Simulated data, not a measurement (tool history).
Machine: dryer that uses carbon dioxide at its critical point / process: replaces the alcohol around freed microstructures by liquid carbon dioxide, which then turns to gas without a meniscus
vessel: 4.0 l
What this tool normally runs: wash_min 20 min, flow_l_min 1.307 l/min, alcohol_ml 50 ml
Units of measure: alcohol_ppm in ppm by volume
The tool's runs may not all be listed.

run	hour	wash_min	flow_l_min	alcohol_ml	alcohol_ppm
1	0	20	1.307	50	85
2	8.7	20	1.307	50	101
3	18.8	20	1.307	50	92
4	25.5	20	1.307	50	99
5	33.3	17	1.307	50	159
6	42.1	16	1.307	50	197
7	48	16	1.307	50	188
8	55.5	16	1.307	50	208
9	62.9	20	1.307	50	96
10	71.9	22	1.307	50	74
11	80.8	22	1.307	70	86
12	86.7	20	0.79	50	584
13	96.9	29	1.307	50	46
14	104.6	29	1.307	50	49
15	111.9	29	1.307	50	51
16	119.2	29	1.307	50	44
17	127.4	29	1.307	44	44
18	137	29	1.307	23	55
19	146	27	1.307	50	58
20	154	27	1.307	50	59
21	160.8	20	1.307	92	158
22	166.7	20	1.02	50	248
23	175.4	20	1.307	50	101
24	186.5	20	1.307	50	112
25	191.9	20	1.307	50	106
26	200.4	20	1.307	50	106
27	210.7	12	1.307	56	611
28	222.3	12	1.307	56	629
29	233.9	27	0.93	33	108
30	242	27	0.93	33	108
31	252	20	1.52	88	90
32	259.3	17	1.4	50	157
33	268.4	20	1.307	94	166
34	277.9	15	1.307	58	319
35	285.3	15	1.307	58	336
36	291.5	27	0.87	89	292
37	298.8	27	0.87	89	293
38	307.8	22	0.87	90	578
39	316.5	20	1.72	50	68
40	326.5	20	1.72	50	63
41	331.3	25	1.307	41	75
42	342.4	12	0.85	50	1793
43	352.8	13	0.91	72	1883
44	360.5	13	0.91	72	1832
45	366.8	13	1.45	94	579
46	375.2	17	0.94	23	319
47	383	27	1.307	115	94
48	392.8	17	1.67	94	141

Consider 3 possible next runs. They are alternatives, not a sequence: every one starts from the tool as it was left by run 48. What does each give?
A	401	13	1.67	40	?
B	401	16	1.13	94	?
C	401	17	1.46	94	?

run	alcohol_ppm
A	196
B	743
C	225
With no hidden state in the tool, these same runs would have given:
run	alcohol_ppm
A	70
B	372
C	70
